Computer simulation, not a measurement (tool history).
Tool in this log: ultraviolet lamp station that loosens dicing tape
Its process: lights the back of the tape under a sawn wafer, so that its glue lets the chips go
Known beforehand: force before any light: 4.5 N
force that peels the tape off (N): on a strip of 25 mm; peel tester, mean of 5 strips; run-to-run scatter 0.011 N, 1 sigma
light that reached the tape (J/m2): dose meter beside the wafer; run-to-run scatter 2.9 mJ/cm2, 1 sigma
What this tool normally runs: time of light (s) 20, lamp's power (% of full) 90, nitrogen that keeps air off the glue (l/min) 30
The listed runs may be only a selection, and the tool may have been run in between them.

run,day,time of light (s),lamp's power (% of full),nitrogen that keeps air off the glue (l/min),force that peels the tape off (N),light that reached the tape (J/m2)
1,0.000,20,90,30,0.476,4290
2,1.396,20,90,30,0.465,4300
3,3.467,20,90,30,0.478,4260
4,5.433,20,90,30,0.492,4270
5,6.942,20,96,30,0.410,4520
6,8.608,20,90,30,0.485,4280
7,10.738,20,90,30,0.477,4230
8,12.721,20,90,30,0.475,4200
9,14.621,20,90,30,0.491,4280
10,16.296,20,90,30,0.479,4280
11,17.888,20,90,30,0.476,4270
12,19.867,20,91,30,0.470,4350
13,21.246,20,91,30,0.463,4330
14,23.054,20,91,30,0.491,4340
15,24.800,20,91,30,0.470,4330
# day 25.962: window cleaned of glue's vapour
16,26.950,20,91,30,0.479,4370
17,28.025,20,91,30,0.465,4320
18,29.700,20,90,30,0.483,4280
19,31.450,10,90,30,1.353,2140
20,32.838,20,90,19,0.551,4300
21,34.375,20,90,12,0.689,4270
22,35.600,20,90,12,0.695,4290
23,37.492,20,90,12,0.670,4280
24,39.104,11,89,23,1.303,2370
25,41.096,11,77,60,1.263,2040
26,43.225,11,77,60,1.252,2020
27,45.383,11,84,27,1.393,2170
28,47.671,10,84,27,1.490,2000
29,48.708,28,92,10,0.401,6050
30,49.812,15,82,10,1.243,2920
31,51.133,32,90,30,0.223,6810
32,53.267,17,90,30,0.625,3620
33,55.342,17,90,30,0.622,3570
34,56.721,17,76,12,1.094,3040
35,58.812,13,88,30,0.964,2750
36,60.950,13,88,30,1.001,2690
37,62.292,13,88,30,0.999,2690
38,64.312,28,72,24,0.429,4810
39,65.962,12,95,30,0.992,2740
40,67.683,12,95,30,1.003,2710
41,68.967,27,84,28,0.327,5400
42,70.342,33,90,30,0.201,7020
43,71.850,20,63,17,1.031,2990

Consider 3 possible next runs. They are alternatives, not a sequence: every one starts from the tool as it was left by run 43. What does each give?
A,73.508,20,90,19,?,?
B,73.508,38,90,30,?,?
C,73.508,20,90,46,?,?

run,force that peels the tape off (N),light that reached the tape (J/m2)
A,0.578,4250
B,0.163,8100
C,0.397,4310
With the hidden condition removed and each run's random variation left untouched, the same runs would have given:
run,force that peels the tape off (N),light that reached the tape (J/m2)
A,0.575,4260
B,0.163,8130
C,0.394,4330
